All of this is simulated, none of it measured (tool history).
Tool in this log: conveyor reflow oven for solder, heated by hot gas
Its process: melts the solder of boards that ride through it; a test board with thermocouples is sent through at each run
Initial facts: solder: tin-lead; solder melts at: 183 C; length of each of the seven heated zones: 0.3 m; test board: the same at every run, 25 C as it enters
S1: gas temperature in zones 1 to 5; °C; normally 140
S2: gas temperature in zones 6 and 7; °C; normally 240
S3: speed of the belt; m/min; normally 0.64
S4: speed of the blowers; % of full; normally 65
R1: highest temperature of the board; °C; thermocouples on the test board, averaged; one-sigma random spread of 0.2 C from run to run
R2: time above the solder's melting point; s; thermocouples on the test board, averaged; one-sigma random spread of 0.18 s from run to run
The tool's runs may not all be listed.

run     day   S1   S2     S3  S4     R1    R2
  1       0  140  240   0.64  65  221.3  44.9
  2   1.188  140  240   0.64  65  220.9  44.9
  3   2.408  140  240   0.64  65  221.3  45.1
  4   3.367  140  240   0.64  65  220.9  45.1
  5   4.583  144  240   0.64  65  222.5  46.4
      5.096  -- thermocouples of zones 6 and 7 changed
  6   5.871  144  240   0.64  74  222.3  47.4
  7   7.112  140  240   0.64  73  221.5  45.3
       7.45  -- flux residue cleaned out of gas plates and filters
  8   8.638  140  240   0.64  65  220.6  44.9
  9   9.458  140  240   0.64  65  220.5  44.7
 10  10.275  140  240  0.705  65  216.4  38.2
 11   11.65  139  240   0.64  65  220.1  44.5
 12  12.979  139  240   0.64  65    220    44
 13  13.933  139  240   0.64  65  220.4  44.5
 14  14.779  139  240   0.64  65    220  44.3
 15  15.988  140  240   0.64  65  220.1  44.6
 16  17.296  140  240   0.64  66  220.2  44.7
 17  18.475  140  240   0.64  66  220.5  44.6
 18   19.55  140  240   0.64  66  220.4  44.9
 19  20.333  140  237  0.571  66  221.5  51.5
 20   21.25  140  237  0.713  66  213.3  35.9
 21  22.167  151  235  0.605  72  221.4  51.9
     23.288  -- flux residue cleaned out of gas plates and filters
 22  23.458  151  235  0.605  72  222.7  52.9
 23  24.496  138  253  0.587  84  240.4  58.6
 24  25.408  142  236   0.67  84    222  44.8
 25  26.554  125  254  0.694  65  226.7  41.2
 26   27.65  125  241  0.694  54  210.7  31.3
 27  28.929  136  246  0.572  81  233.9  56.8
 28  29.858  140  228  0.511  65  217.5  55.8
 29  30.771  140  240  0.567  65  225.2  54.4
 30  31.967  129  244  0.567  65  227.1  52.1

Selected run-to-run steps in R1, each split into two signed amounts: the part the tool would show with no hidden state at all (from settings, incoming material and random variation), and the remainder, which goes to the hidden state together with any gauge scatter not common to the measured and the hidden-state-free results:
Hidden state at play: heat that the gas passes to the board, % of a clean oven's; belt's true speed, % of the reading; true gas temperature in zones 6 and 7 over the reading, C; drift of the gauge itself on peak_c, C; drift of the gauge itself on liquid_s, %.
Run 5 -> 6: S4 65 -> 74, thermocouples of zones 6 and 7 changed. R1 -0.2 °C: hidden state -2, all else +1.8.
Run 7 -> 8: S4 73 -> 65, flux residue cleaned out of gas plates and filters. R1 -0.9 °C: hidden state +1.4, all else -2.3.
Run 21 -> 22: flux residue cleaned out of gas plates and filters. R1 +1.3 °C: hidden state +1.3, all else +0.
Run 22 -> 23: S1 151 -> 138, S2 235 -> 253, S3 0.605 -> 0.587, S4 72 -> 84. R1 +17.7 °C: hidden state -0.1, all else +17.8.
Run 23 -> 24: S1 138 -> 142, S2 253 -> 236, S3 0.587 -> 0.67. R1 -18.4 °C: hidden state +0, all else -18.4.
Run 26 -> 27: S1 125 -> 136, S2 241 -> 246, S3 0.694 -> 0.572, S4 54 -> 81. R1 +23.2 °C: hidden state -0.4, all else +23.6.

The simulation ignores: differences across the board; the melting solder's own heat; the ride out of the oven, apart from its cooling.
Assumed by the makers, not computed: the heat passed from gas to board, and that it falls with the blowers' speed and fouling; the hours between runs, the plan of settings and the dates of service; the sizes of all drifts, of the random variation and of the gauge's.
